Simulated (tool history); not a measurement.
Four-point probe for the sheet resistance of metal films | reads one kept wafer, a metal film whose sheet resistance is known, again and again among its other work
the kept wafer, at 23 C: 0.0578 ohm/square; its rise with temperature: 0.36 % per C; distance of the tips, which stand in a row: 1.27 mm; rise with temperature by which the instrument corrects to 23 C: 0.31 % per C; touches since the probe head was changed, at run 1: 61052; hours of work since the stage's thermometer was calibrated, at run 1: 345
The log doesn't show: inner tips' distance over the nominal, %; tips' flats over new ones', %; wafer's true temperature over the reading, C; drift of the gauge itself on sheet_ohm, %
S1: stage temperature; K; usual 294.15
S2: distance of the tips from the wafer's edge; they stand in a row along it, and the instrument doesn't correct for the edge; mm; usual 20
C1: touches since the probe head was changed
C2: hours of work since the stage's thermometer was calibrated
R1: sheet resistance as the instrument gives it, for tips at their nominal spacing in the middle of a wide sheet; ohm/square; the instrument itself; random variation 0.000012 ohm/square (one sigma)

| run | day | S1 | S2 | C1 | C2 | R1 |
|---|---|---|---|---|---|---|
| 1 | 0.000 | 294.15 | 20 | 61052 | 345 | 0.057906 |
| 2 | 2.267 | 294.15 | 17 | 62115 | 381 | 0.057949 |
| 3 | 4.462 | 294.15 | 17 | 63143 | 416 | 0.057977 |
| 4 | 8.496 | 294.15 | 17 | 65033 | 480 | 0.057952 |
| 5 | 10.979 | 294.15 | 17 | 66197 | 519 | 0.057943 |
| 6 | 15.154 | 294.15 | 17 | 68153 | 585 | 0.057943 |
| 7 | 17.312 | 294.15 | 17 | 69164 | 619 | 0.057944 |
| 8 | 21.362 | 294.15 | 17 | 71062 | 683 | 0.057968 |
| 9 | 25.567 | 300.15 | 7 | 73032 | 750 | 0.058991 |
| 10 | 28.438 | 299.15 | 4 | 74377 | 795 | 0.060906 |
| 11 | 32.500 | 300.15 | 16 | 76280 | 859 | 0.058177 |
| 12 | 34.604 | 291.15 | 37 | 77266 | 892 | 0.057749 |

Forecast each of these 5 alternatives for the next run:
| A | 39.062 | 296.15 | 11 | 79355 | 963 | ? |
| B | 39.062 | 294.15 | 13 | 79355 | 963 | ? |
| C | 39.062 | 297.15 | 20 | 79355 | 963 | ? |
| D | 39.062 | 303.15 | 37 | 79355 | 963 | ? |
| E | 39.062 | 293.15 | 7 | 79355 | 963 | ? |

| run | R1 |
|---|---|
| A | 0.058258 |
| B | 0.058087 |
| C | 0.057995 |
| D | 0.058072 |
| E | 0.058756 |
Without the tool's hidden state the same runs would have given:
| run | R1 |
|---|---|
| A | 0.058212 |
| B | 0.058041 |
| C | 0.057949 |
| D | 0.058028 |
| E | 0.058709 |

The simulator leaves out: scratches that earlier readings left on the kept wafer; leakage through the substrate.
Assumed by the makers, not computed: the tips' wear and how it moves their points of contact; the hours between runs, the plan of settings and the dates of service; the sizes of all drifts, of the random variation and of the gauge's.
